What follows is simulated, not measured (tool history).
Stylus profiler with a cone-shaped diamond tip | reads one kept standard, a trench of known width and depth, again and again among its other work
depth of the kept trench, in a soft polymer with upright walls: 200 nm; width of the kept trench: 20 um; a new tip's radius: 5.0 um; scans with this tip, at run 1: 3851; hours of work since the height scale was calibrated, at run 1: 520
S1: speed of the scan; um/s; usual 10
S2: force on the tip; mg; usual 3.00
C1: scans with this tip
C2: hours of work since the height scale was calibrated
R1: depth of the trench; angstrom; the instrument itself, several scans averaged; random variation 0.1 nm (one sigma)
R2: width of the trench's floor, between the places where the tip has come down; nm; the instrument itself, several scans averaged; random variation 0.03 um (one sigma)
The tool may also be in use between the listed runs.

run,hour,S1,S2,C1,C2,R1,R2
1,0.0,10,3.00,3851,520,2024.5,17050
2,19.4,10,3.00,3938,531,2022.2,16940
3,60.2,10,3.00,4120,556,2021.6,16990
4,89.4,5,3.00,4251,574,2025.7,16990
5,117.1,10,5.02,4375,590,2032.4,17030
6,142.2,10,5.02,4487,605,2032.1,16980
7,173.9,10,5.02,4629,625,2036.3,16940
8,203.1,10,5.02,4759,642,2034.6,16960
9,234.9,4,3.00,4902,661,2023.5,16990
10,276.8,4,3.00,5089,687,2021.7,16990
11,309.6,4,2.06,5235,706,2016.6,16970
12,336.1,4,2.06,5354,722,2014.4,16970
13,358.6,9,3.00,5454,736,2023.0,16950
14,378.0,9,3.00,5541,748,2022.4,16880
15,419.1,10,3.00,5725,772,2021.9,16900
16,458.8,10,3.00,5902,796,2021.3,16850
17,497.1,10,2.14,6074,819,2014.4,16840
18,535.9,36,7.82,6247,843,2047.2,16780
19,564.0,29,1.14,6373,860,2009.6,16680
20,605.4,30,6.49,6558,885,2040.8,16820
21,646.9,30,6.49,6744,910,2038.0,16790
22,687.9,8,4.17,6927,935,2027.3,16830
23,724.7,8,4.17,7091,957,2026.7,16830
24,748.1,8,4.17,7196,971,2029.1,16830
25,774.0,9,6.45,7312,987,2037.5,16820
26,795.7,9,6.45,7409,1000,2038.0,16850
27,834.6,22,8.63,7582,1023,2048.8,16860
28,865.8,8,3.17,7722,1042,2020.5,16800
29,909.6,6,5.31,7918,1068,2031.6,16830
30,932.7,23,4.67,8021,1082,2028.0,16770
31,958.4,12,7.45,8136,1098,2042.4,16770
32,1003.3,5,4.00,8337,1125,2025.5,16800

The same runs without the tool's hidden state, with the same run-to-run variation:
The hidden state here: radius of the tip, um; height scale over the true one, %; drift of the gauge itself on depth_nm, %; drift of the gauge itself on floor_um, %.
run,R1,R2
1,2026.8,17220
2,2024.5,17120
3,2024.1,17170
4,2028.3,17180
5,2035.1,17220
6,2034.8,17180
7,2039.1,17150
8,2037.5,17170
9,2026.5,17210
10,2024.8,17220
11,2019.8,17200
12,2017.6,17210
13,2026.3,17200
14,2025.8,17130
15,2025.4,17160
16,2024.9,17120
17,2018.1,17110
18,2051.1,17060
19,2013.5,16960
20,2044.9,17120
21,2042.2,17090
22,2031.7,17140
23,2031.1,17150
24,2033.6,17160
25,2042.1,17150
26,2042.7,17180
27,2053.7,17200
28,2025.3,17140
29,2036.6,17190
30,2033.1,17130
31,2047.5,17130
32,2030.7,17170
